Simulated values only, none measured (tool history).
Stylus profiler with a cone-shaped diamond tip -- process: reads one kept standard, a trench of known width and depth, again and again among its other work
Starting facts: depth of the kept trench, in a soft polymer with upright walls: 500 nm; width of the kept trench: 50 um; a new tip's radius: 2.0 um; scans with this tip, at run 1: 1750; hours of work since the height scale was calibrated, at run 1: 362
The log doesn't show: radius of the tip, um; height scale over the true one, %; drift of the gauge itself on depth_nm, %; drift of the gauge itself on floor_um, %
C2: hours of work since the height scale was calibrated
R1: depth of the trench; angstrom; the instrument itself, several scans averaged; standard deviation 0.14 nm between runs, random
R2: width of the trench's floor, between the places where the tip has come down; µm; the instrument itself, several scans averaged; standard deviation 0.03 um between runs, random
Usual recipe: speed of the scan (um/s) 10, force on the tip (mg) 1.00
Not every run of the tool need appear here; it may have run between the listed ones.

{"run": 1, "hour": 0.0, "speed of the scan (um/s)": 10, "force on the tip (mg)": 1.0, "scans with this tip": 1750, "C2": 362, "R1": 5042.2, "R2": 47.15}
{"run": 2, "hour": 43.1, "speed of the scan (um/s)": 15, "force on the tip (mg)": 1.0, "scans with this tip": 1846, "C2": 382, "R1": 5045.9, "R2": 47.12}
{"run": 3, "hour": 73.1, "speed of the scan (um/s)": 15, "force on the tip (mg)": 1.0, "scans with this tip": 1913, "C2": 396, "R1": 5044.1, "R2": 47.05}
{"run": 4, "hour": 113.4, "speed of the scan (um/s)": 10, "force on the tip (mg)": 1.0, "scans with this tip": 2003, "C2": 415, "R1": 5043.7, "R2": 47.1}
{"run": 5, "hour": 186.0, "speed of the scan (um/s)": 7, "force on the tip (mg)": 1.0, "scans with this tip": 2165, "C2": 448, "R1": 5042.9, "R2": 47.15}
{"run": 6, "hour": 249.1, "speed of the scan (um/s)": 10, "force on the tip (mg)": 1.36, "scans with this tip": 2305, "C2": 478, "R1": 5052.7, "R2": 47.09}
{"run": 7, "hour": 293.3, "speed of the scan (um/s)": 10, "force on the tip (mg)": 1.36, "scans with this tip": 2404, "C2": 498, "R1": 5056.5, "R2": 47.11}
{"run": 8, "hour": 360.3, "speed of the scan (um/s)": 10, "force on the tip (mg)": 1.36, "scans with this tip": 2553, "C2": 529, "R1": 5055.2, "R2": 47.11}
{"run": 9, "hour": 394.6, "speed of the scan (um/s)": 7, "force on the tip (mg)": 1.36, "scans with this tip": 2630, "C2": 545, "R1": 5053.3, "R2": 47.09}
{"run": 10, "hour": 436.2, "speed of the scan (um/s)": 5, "force on the tip (mg)": 1.04, "scans with this tip": 2723, "C2": 564, "R1": 5043.4, "R2": 47.08}
{"run": 11, "hour": 474.7, "speed of the scan (um/s)": 5, "force on the tip (mg)": 1.04, "scans with this tip": 2809, "C2": 582, "R1": 5045.0, "R2": 47.13}
{"run": 12, "hour": 526.2, "speed of the scan (um/s)": 21, "force on the tip (mg)": 1.9, "scans with this tip": 2924, "C2": 606, "R1": 5067.1, "R2": 47.02}
{"run": 13, "hour": 572.1, "speed of the scan (um/s)": 2, "force on the tip (mg)": 1.29, "scans with this tip": 3026, "C2": 627, "R1": 5051.0, "R2": 47.12}
{"run": 14, "hour": 609.4, "speed of the scan (um/s)": 19, "force on the tip (mg)": 0.48, "scans with this tip": 3109, "C2": 644, "R1": 5024.4, "R2": 46.84}
{"run": 15, "hour": 680.5, "speed of the scan (um/s)": 19, "force on the tip (mg)": 0.47, "scans with this tip": 3268, "C2": 677, "R1": 5023.5, "R2": 46.9}

Run 16 has not been measured yet. What should we expect?
{"run": 16, "hour": 750.8, "speed of the scan (um/s)": 2, "force on the tip (mg)": 0.99, "scans with this tip": 3425, "C2": 710, "R1": "?", "R2": "?"}

{"run 16": {"R1": 5045.0, "R2": 47.1}}
The same run, on a tool lacking any hidden state, would have yielded R1 5048.4 angstrom, R2 47.35 µm.

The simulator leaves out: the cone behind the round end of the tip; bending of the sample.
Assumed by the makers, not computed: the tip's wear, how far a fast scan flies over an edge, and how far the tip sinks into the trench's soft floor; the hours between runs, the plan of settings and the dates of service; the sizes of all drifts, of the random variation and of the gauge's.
